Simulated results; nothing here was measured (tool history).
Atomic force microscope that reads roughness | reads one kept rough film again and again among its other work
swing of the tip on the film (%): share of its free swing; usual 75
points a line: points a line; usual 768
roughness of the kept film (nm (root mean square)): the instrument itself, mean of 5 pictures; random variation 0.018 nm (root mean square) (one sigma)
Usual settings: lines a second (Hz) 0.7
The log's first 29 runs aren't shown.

run,hour,lines a second (Hz),swing of the tip on the film (%),points a line,pictures with this tip,hours of work since the height scale was calibrated,roughness of the kept film (nm (root mean square))
30,1034.9,0.794,70,768,114,840,3.989
31,1068.1,2.709,64,599,178,859,3.718
# hour 1091.7: new tip fitted
32,1108,0.977,85,808,32,881,4.107
33,1128.4,1.019,85,271,71,893,3.939
34,1171.9,1.585,59,442,155,917,3.913
35,1202.7,0.546,75,269,215,935,3.728
# hour 1206.4: new tip fitted
36,1240.4,0.546,75,269,66,956,4.106
37,1272.8,0.546,75,269,128,974,3.918
38,1316.3,0.546,75,269,213,998,3.747
# hour 1321.1: new tip fitted
39,1339.6,0.909,83,358,36,1011,4.135
40,1374.9,0.909,83,274,104,1031,3.922
41,1406.2,3.915,75,512,165,1049,3.533
# hour 1436.6: new tip fitted
42,1440.5,3.915,75,512,8,1068,3.887
43,1463.7,2.397,75,512,53,1081,3.944
44,1513,1.067,89,638,148,1109,3.78
# hour 1550.3: new tip fitted
45,1550.3,1.067,89,638,0,1129,4.132
46,1599.2,2.02,63,291,95,1157,3.995
47,1631.4,1.254,73,970,157,1175,3.872
48,1654.6,1.339,59,970,202,1188,3.896
# hour 1663.7: new tip fitted
49,1690.2,1.339,59,970,51,1208,4.129

The next listed run, before its measurement:
50,1724.7,1.339,59,970,118,1227,?

{"run 50": {"roughness of the kept film (nm (root mean square))": 3.983}}
Without the tool's hidden state the same run would have given roughness of the kept film (nm (root mean square)) 4.382.
